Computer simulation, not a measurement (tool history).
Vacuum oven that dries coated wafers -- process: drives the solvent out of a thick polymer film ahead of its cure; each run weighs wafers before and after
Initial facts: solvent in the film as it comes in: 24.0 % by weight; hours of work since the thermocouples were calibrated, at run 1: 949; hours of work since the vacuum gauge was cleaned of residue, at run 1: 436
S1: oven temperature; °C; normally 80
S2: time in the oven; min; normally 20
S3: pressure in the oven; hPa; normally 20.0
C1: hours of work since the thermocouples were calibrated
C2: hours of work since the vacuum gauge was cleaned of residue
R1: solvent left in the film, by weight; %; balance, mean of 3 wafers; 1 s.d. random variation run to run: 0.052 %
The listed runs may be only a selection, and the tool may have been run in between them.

run	hour	S1	S2	S3	C1	C2	R1
1	0.0	80	20	20.0	949	436	1.40
2	12.4	80	11	20.0	958	445	3.74
3	25.0	80	20	56.6	967	455	2.53
4	39.3	80	20	37.5	978	465	1.95
5	49.0	80	20	37.5	985	473	1.88
6	60.5	80	20	37.5	994	481	1.93
7	74.2	80	20	37.5	1004	491	1.96
8	80.9	80	20	37.5	1009	496	1.98
9	93.0	80	10	20.0	1018	506	4.34
10	100.4	80	10	20.0	1024	511	4.42
11	110.3	80	10	20.0	1031	519	4.43
12	116.9	80	20	27.8	1036	523	1.67
13	128.3	80	20	27.8	1045	532	1.70
14	141.2	80	20	27.8	1054	542	1.69
15	153.6	93	22	20.0	1064	551	0.49
16	164.8	89	22	23.2	1072	559	0.61
17	173.8	80	20	14.3	1079	566	1.32

For run 18, what comes out?
18	189.0	80	20	14.3	1090	578	?

R1: 1.20 %
Take away the tool's hidden state, keep the run-to-run variation as it was, and the same run would have given R1 1.03 %.
